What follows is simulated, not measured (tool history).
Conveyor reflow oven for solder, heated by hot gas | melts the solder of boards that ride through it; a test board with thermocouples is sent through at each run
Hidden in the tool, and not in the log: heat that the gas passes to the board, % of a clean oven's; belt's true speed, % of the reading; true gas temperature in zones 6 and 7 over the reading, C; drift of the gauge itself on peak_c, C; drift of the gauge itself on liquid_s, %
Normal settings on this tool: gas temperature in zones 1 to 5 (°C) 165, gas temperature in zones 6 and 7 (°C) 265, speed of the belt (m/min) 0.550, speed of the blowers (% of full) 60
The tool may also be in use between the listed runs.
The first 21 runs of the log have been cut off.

| run | hour | gas temperature in zones 1 to 5 (°C) | gas temperature in zones 6 and 7 (°C) | speed of the belt (m/min) | speed of the blowers (% of full) | hours of work since the flux was cleaned out | hours of work since the belt drive was overhauled | hours of work since the thermocouples were changed | highest temperature of the board (°C) | time above the solder's melting point (s) |
|---|---|---|---|---|---|---|---|---|---|---|
| 22 | 296.3 | 159 | 265 | 0.550 | 60 | 19 | 150 | 217 | 247.1 | 41.1 |
| 23 | 309.8 | 165 | 265 | 0.550 | 75 | 25 | 156 | 223 | 249.6 | 44.9 |
|  | 322.4 | flux residue cleaned out of gas plates and filters, once more |
| 24 | 324.6 | 161 | 262 | 0.546 | 65 | 1 | 160 | 228 | 248.8 | 44.9 |
| 25 | 333.3 | 157 | 262 | 0.607 | 55 | 5 | 164 | 231 | 243.0 | 33.7 |
| 26 | 346.5 | 153 | 255 | 0.646 | 71 | 11 | 170 | 237 | 236.6 | 27.0 |
| 27 | 361.9 | 153 | 255 | 0.646 | 71 | 18 | 177 | 244 | 236.9 | 26.7 |
| 28 | 371.3 | 153 | 255 | 0.646 | 71 | 22 | 181 | 248 | 237.1 | 26.7 |
| 29 | 380.2 | 161 | 265 | 0.550 | 60 | 26 | 185 | 252 | 250.5 | 45.1 |
| 30 | 389.9 | 171 | 262 | 0.622 | 64 | 30 | 189 | 257 | 245.5 | 38.7 |
| 31 | 404.0 | 171 | 262 | 0.622 | 64 | 36 | 195 | 263 | 245.8 | 38.9 |
| 32 | 415.2 | 168 | 257 | 0.505 | 59 | 41 | 200 | 268 | 245.8 | 49.0 |

Each row is a separate what-if for the run after 32, all from the same tool condition, not one after another. Results?
| A | 424.1 | 178 | 265 | 0.648 | 61 | 45 | 204 | 272 | ? | ? |
| B | 424.1 | 168 | 265 | 0.613 | 75 | 45 | 204 | 272 | ? | ? |
| C | 424.1 | 168 | 257 | 0.538 | 80 | 45 | 204 | 272 | ? | ? |

| run | highest temperature of the board (°C) | time above the solder's melting point (s) |
|---|---|---|
| A | 248.1 | 39.9 |
| B | 250.0 | 41.9 |
| C | 247.0 | 47.1 |
Without the tool's hidden state the same runs would have given:
| run | highest temperature of the board (°C) | time above the solder's melting point (s) |
|---|---|---|
| A | 249.1 | 40.3 |
| B | 251.0 | 42.3 |
| C | 248.0 | 47.6 |
